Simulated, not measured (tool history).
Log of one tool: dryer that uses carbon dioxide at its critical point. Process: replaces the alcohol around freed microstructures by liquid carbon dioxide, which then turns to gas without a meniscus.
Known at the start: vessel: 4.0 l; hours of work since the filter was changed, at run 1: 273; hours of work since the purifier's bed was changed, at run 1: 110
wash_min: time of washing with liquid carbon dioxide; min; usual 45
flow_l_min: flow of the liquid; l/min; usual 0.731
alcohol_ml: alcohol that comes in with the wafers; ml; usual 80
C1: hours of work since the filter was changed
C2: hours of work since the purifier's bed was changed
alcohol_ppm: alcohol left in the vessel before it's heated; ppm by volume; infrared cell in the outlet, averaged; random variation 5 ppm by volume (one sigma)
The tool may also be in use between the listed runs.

run 1 day=0.000 | wash_min=45 flow_l_min=0.731 alcohol_ml=80 | C1=273 C2=110 | alcohol_ppm=68
run 2 day=0.546 | wash_min=45 flow_l_min=0.731 alcohol_ml=80 | C1=282 C2=118 | alcohol_ppm=79
run 3 day=1.271 | wash_min=45 flow_l_min=0.662 alcohol_ml=80 | C1=293 C2=129 | alcohol_ppm=97
run 4 day=2.096 | wash_min=69 flow_l_min=0.731 alcohol_ml=80 | C1=305 C2=142 | alcohol_ppm=68
run 5 day=2.925 | wash_min=69 flow_l_min=0.731 alcohol_ml=80 | C1=318 C2=154 | alcohol_ppm=85
run 6 day=3.708 | wash_min=69 flow_l_min=0.731 alcohol_ml=80 | C1=329 C2=166 | alcohol_ppm=78
run 7 day=4.529 | wash_min=45 flow_l_min=0.731 alcohol_ml=80 | C1=342 C2=178 | alcohol_ppm=109
run 8 day=5.229 | wash_min=45 flow_l_min=0.731 alcohol_ml=80 | C1=352 C2=189 | alcohol_ppm=111
run 9 day=5.671 | wash_min=64 flow_l_min=1.157 alcohol_ml=21 | C1=359 C2=196 | alcohol_ppm=92
run 10 day=6.167 | wash_min=64 flow_l_min=1.157 alcohol_ml=21 | C1=366 C2=203 | alcohol_ppm=106
run 11 day=6.721 | wash_min=34 flow_l_min=1.157 alcohol_ml=85 | C1=375 C2=211 | alcohol_ppm=99
-- day=7.438 inlet filter changed
run 12 day=7.438 | wash_min=55 flow_l_min=1.077 alcohol_ml=53 | C1=0 C2=222 | alcohol_ppm=117
run 13 day=8.004 | wash_min=50 flow_l_min=0.551 alcohol_ml=94 | C1=9 C2=230 | alcohol_ppm=173
run 14 day=8.846 | wash_min=40 flow_l_min=1.160 alcohol_ml=42 | C1=21 C2=243 | alcohol_ppm=123
run 15 day=9.667 | wash_min=45 flow_l_min=0.785 alcohol_ml=80 | C1=34 C2=255 | alcohol_ppm=133
run 16 day=10.542 | wash_min=45 flow_l_min=0.785 alcohol_ml=80 | C1=47 C2=268 | alcohol_ppm=147

3 ways to go on from here, each from the tool as it stands after run 16. What would each give?
run A day=11.325 | wash_min=29 flow_l_min=0.731 alcohol_ml=80 | C1=59 C2=280 | alcohol_ppm=?
run B day=11.325 | wash_min=40 flow_l_min=0.785 alcohol_ml=101 | C1=59 C2=280 | alcohol_ppm=?
run C day=11.325 | wash_min=45 flow_l_min=1.075 alcohol_ml=80 | C1=59 C2=280 | alcohol_ppm=?

run=A alcohol_ppm=310
run=B alcohol_ppm=161
run=C alcohol_ppm=141
Without the tool's hidden state the same runs would have given:
run=A alcohol_ppm=163
run=B alcohol_ppm=21
run=C alcohol_ppm=5

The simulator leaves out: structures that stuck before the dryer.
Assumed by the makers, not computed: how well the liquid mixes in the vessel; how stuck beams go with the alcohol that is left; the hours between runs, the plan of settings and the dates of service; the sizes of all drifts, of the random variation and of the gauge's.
